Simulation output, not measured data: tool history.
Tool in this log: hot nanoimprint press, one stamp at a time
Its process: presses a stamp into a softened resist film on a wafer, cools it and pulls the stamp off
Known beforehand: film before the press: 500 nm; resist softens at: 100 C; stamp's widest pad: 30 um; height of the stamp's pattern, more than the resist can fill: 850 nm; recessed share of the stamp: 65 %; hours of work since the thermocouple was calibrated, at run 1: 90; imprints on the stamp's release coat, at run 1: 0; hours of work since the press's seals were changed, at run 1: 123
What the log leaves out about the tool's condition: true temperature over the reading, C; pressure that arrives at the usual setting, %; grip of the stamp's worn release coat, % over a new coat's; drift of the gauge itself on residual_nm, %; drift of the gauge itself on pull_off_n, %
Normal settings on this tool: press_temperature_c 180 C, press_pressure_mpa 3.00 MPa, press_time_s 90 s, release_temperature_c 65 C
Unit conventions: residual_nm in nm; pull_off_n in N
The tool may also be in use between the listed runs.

run    hour  press_temperature_c  press_pressure_mpa  press_time_s  release_temperature_c  hours of work since the thermocouple was calibrated  imprints on the stamp's release coat  hours of work since the press's seals were changed  residual_nm  pull_off_n
  1     0.0                  180                3.00            90                     65                                                   90                                     0                                                 123        262.4         141
  2    40.2                  180                3.00            90                     65                                                  108                                   102                                                 141        260.0         140
  3    91.8                  180                3.00            90                     65                                                  131                                   233                                                 164        260.2         137
  4   145.6                  180                3.00            90                     65                                                  154                                   370                                                 187        260.9         142
  5   189.2                  180                3.00            90                     65                                                  174                                   481                                                 207        259.2         145
  6   238.1                  180                3.00            90                     65                                                  195                                   605                                                 228        260.0         147
  7   289.1                  180                3.00            90                     65                                                  218                                   735                                                 251        258.1         146
  8   341.9                  180                2.35            90                     65                                                  241                                   869                                                 274        286.4         150
  9   406.0                  180                2.35            90                     65                                                  269                                  1032                                                 302        289.1         147
 10   462.5                  180                3.00           145                     65                                                  294                                  1175                                                 327        220.7         147
      509.6  -- stamp cleaned and given a new release coat
 11   533.9                  180                2.40            90                     65                                                  323                                    62                                                 356        284.1         136
 12   587.9                  180                4.71            90                     65                                                  347                                   199                                                 380        206.9         137
      606.0  -- plate thermocouple calibrated
 13   634.8                  169                4.71            90                     65                                                   13                                   311                                                 399        313.5         141
 14   677.0                  169                4.71            90                     65                                                   31                                   418                                                 418        312.9         145
 15   733.0                  180                3.00            90                     68                                                   56                                   560                                                 442        260.8         139
 16   776.9                  186                3.00            90                     65                                                   75                                   672                                                 462        212.2         145
 17   825.0                  180                3.00            61                     71                                                   97                                   794                                                 483        294.8         130
 18   883.1                  180                3.00            61                     71                                                  122                                   942                                                 508        295.3         131
      896.5  -- press's hydraulic seals changed and the load cell set to zero
 19   938.1                  180                3.00            61                     71                                                  143                                  1061                                                  18        291.2         130
 20   975.2                  176                3.00           150                     65                                                  159                                  1155                                                  35        248.5         158
 21  1010.4                  191                4.22           150                     65                                                  175                                  1244                                                  50        121.3         155
     1033.4  -- stamp cleaned and given a new release coat
 22  1071.6                  174                2.19            60                     68                                                  199                                    97                                                  75        384.7         131
 23  1111.1                  174                2.19            57                     58                                                  216                                   197                                                  92        387.1         154
 24  1154.3                  180                3.56            89                     65                                                  235                                   307                                                 111        237.5         142
 25  1206.4                  180                3.70            90                     68                                                  258                                   439                                                 134        232.7         138
 26  1271.6                  180                3.00            90                     55                                                  287                                   605                                                 163        257.5         166
 27  1314.5                  180                3.71            54                     55                                                  306                                   714                                                 182        275.8         172
 28  1368.1                  180                3.71            54                     55                                                  330                                   850                                                 205        271.9         173
 29  1399.3                  177                3.00            90                     65                                                  343                                   929                                                 219        281.3         149
     1425.8  -- plate thermocouple calibrated
 30  1443.3                  181                3.00            66                     65                                                    8                                  1033                                                 237        281.6         147
 31  1497.1                  181                3.00            66                     65                                                   31                                  1170                                                 261        281.4         148

3 options for the next run, each taken on its own from the tool as it stands now. Forecast them:
     1546.2  -- stamp cleaned and given a new release coat
  A  1561.8                  180                2.75            93                     65                                                   57                                    40                                                 287            ?           ?
     1546.2  -- stamp cleaned and given a new release coat
  B  1561.8                  181                1.96            66                     65                                                   57                                    40                                                 287            ?           ?
     1546.2  -- stamp cleaned and given a new release coat
  C  1561.8                  180                2.76            90                     65                                                   57                                    40                                                 287            ?           ?

run  residual_nm  pull_off_n
  A        269.6         139
  B        335.7         138
  C        273.3         137
Take away the tool's hidden state, keep each run's random variation, and the runs would have read:
run  residual_nm  pull_off_n
  A        268.6         138
  B        335.1         137
  C        272.4         137
